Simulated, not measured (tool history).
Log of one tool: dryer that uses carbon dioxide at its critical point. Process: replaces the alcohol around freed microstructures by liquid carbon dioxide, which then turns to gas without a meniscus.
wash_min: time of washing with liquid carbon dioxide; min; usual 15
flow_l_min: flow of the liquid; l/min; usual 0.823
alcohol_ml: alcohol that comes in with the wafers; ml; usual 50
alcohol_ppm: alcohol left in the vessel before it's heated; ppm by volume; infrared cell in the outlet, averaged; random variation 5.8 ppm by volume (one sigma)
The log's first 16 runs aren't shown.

run,hour,wash_min,flow_l_min,alcohol_ml,hours of work since the filter was changed,hours of work since the purifier's bed was changed,alcohol_ppm
17,172.6,15,0.823,50,354,223,259
18,183.1,20,0.823,50,360,229,85
19,196.5,20,0.823,50,367,237,81
20,206.5,20,0.823,41,373,243,81
21,213.5,13,0.701,45,377,247,739
22,224,20,1.225,98,383,252,44
23,230.6,20,1.038,25,386,256,38
24,239.8,21,0.823,52,392,261,81
25,248.2,21,0.823,52,396,266,79
26,261.3,15,0.591,20,404,274,392
27,267.9,15,0.823,78,408,277,411
28,280.3,15,0.823,78,415,284,420
29,289.7,18,1.19,22,420,290,40
30,298,15,0.686,35,425,294,396
31,309.7,15,0.768,22,431,301,187
32,316.2,11,0.677,50,435,305,1569

Forecast each of these 3 alternatives for the next run:
A,328.4,18,0.898,89,442,312,?
B,328.4,15,0.562,50,442,312,?
C,328.4,11,1.05,50,442,312,?

run,alcohol_ppm
A,150
B,1071
C,384
Without the tool's hidden state the same runs would have given:
run,alcohol_ppm
A,82
B,875
C,276
